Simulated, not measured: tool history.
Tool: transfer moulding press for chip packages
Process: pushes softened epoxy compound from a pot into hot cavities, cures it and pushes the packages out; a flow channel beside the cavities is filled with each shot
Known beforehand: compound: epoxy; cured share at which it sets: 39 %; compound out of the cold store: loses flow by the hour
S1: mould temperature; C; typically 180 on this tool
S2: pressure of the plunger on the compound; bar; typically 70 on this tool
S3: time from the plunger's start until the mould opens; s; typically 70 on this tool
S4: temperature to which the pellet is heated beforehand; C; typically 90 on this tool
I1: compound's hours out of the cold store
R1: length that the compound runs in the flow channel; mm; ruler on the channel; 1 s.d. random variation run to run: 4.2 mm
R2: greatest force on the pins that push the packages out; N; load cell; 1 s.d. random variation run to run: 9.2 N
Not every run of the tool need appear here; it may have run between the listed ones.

| run | hour | S1 | S2 | S3 | S4 | I1 | R1 | R2 |
|---|---|---|---|---|---|---|---|---|
| 1 | 0 | 180 | 70 | 70 | 90 | 27.9 | 759 | 419 |
| 2 | 10 | 180 | 70 | 62 | 90 | 25.9 | 766 | 525 |
| 3 | 19.1 | 180 | 70 | 80 | 90 | 9.2 | 826 | 370 |
| 4 | 29.9 | 180 | 70 | 80 | 90 | 32.4 | 744 | 385 |
| 5 | 41.7 | 180 | 52.2 | 70 | 90 | 9.1 | 716 | 447 |
| 6 | 59.6 | 180 | 70 | 70 | 90 | 25.3 | 763 | 418 |
| 7 | 77.6 | 180 | 70 | 70 | 90 | 20.6 | 786 | 428 |
|  | 91.7 | cavities cleaned with cleaning compound and waxed |
| 8 | 95.2 | 180 | 70 | 70 | 90 | 12.2 | 803 | 422 |
| 9 | 103.3 | 180 | 70 | 63 | 90 | 27.7 | 756 | 503 |
| 10 | 112 | 180 | 70 | 59 | 90 | 21.4 | 775 | 587 |
| 11 | 121.6 | 180 | 70 | 70 | 97 | 12.1 | 812 | 417 |
| 12 | 139.4 | 180 | 70 | 70 | 97 | 37.9 | 723 | 411 |
| 13 | 153.6 | 180 | 70 | 70 | 90 | 29.8 | 749 | 410 |
| 14 | 168.1 | 180 | 70 | 70 | 90 | 32.9 | 739 | 419 |
| 15 | 176.9 | 180 | 70 | 70 | 90 | 13.2 | 812 | 419 |
|  | 183.9 | cavities cleaned with cleaning compound and waxed |
| 16 | 191.8 | 180 | 70 | 70 | 90 | 37.9 | 724 | 415 |
| 17 | 202.4 | 180 | 70 | 70 | 90 | 43.9 | 710 | 401 |
| 18 | 217.3 | 180 | 70 | 70 | 90 | 36.1 | 733 | 408 |
| 19 | 235.6 | 180 | 72 | 52 | 92 | 26.2 | 779 | 780 |
| 20 | 252.9 | 180 | 72 | 52 | 94 | 10.8 | 826 | 840 |
| 21 | 269.9 | 180 | 70 | 70 | 88 | 47.1 | 696 | 404 |
|  | 275.7 | cavities cleaned with cleaning compound and waxed |
| 22 | 283.9 | 172 | 56.9 | 59 | 85 | 39.7 | 661 | 935 |
| 23 | 296.1 | 172 | 85.9 | 70 | 90 | 11.1 | 922 | 699 |
| 24 | 312.9 | 174 | 56.7 | 70 | 90 | 43.2 | 646 | 564 |
| 25 | 324.6 | 173 | 70 | 65 | 88 | 10.8 | 824 | 814 |
| 26 | 338.6 | 173 | 70 | 65 | 88 | 47.2 | 708 | 701 |
| 27 | 350.6 | 173 | 70 | 65 | 88 | 24.3 | 782 | 760 |
|  | 367.3 | cavities cleaned with cleaning compound and waxed |
| 28 | 370.2 | 174 | 54.9 | 70 | 90 | 14.4 | 730 | 600 |

Predict each of these 5 candidate next runs independently; none follows another, all start after run 28:
|  | 382 | plunger's sealing rings changed |
| A | 383.2 | 172 | 70 | 83 | 81 | 20.3 | ? | ? |
|  | 382 | plunger's sealing rings changed |
| B | 383.2 | 174 | 54.9 | 70 | 87 | 13.8 | ? | ? |
|  | 382 | plunger's sealing rings changed |
| C | 383.2 | 178 | 62.8 | 70 | 90 | 35.7 | ? | ? |
|  | 382 | plunger's sealing rings changed |
| D | 383.2 | 180 | 63.3 | 70 | 90 | 13.7 | ? | ? |
|  | 382 | plunger's sealing rings changed |
| E | 383.2 | 174 | 78.5 | 70 | 90 | 9.8 | ? | ? |

| run | R1 | R2 |
|---|---|---|
| A | 806 | 484 |
| B | 725 | 605 |
| C | 693 | 442 |
| D | 763 | 430 |
| E | 876 | 610 |
Take away the tool's hidden state, keep each run's random variation, and the runs would have read:
| run | R1 | R2 |
|---|---|---|
| A | 806 | 481 |
| B | 725 | 601 |
| C | 693 | 440 |
| D | 763 | 428 |
| E | 876 | 606 |

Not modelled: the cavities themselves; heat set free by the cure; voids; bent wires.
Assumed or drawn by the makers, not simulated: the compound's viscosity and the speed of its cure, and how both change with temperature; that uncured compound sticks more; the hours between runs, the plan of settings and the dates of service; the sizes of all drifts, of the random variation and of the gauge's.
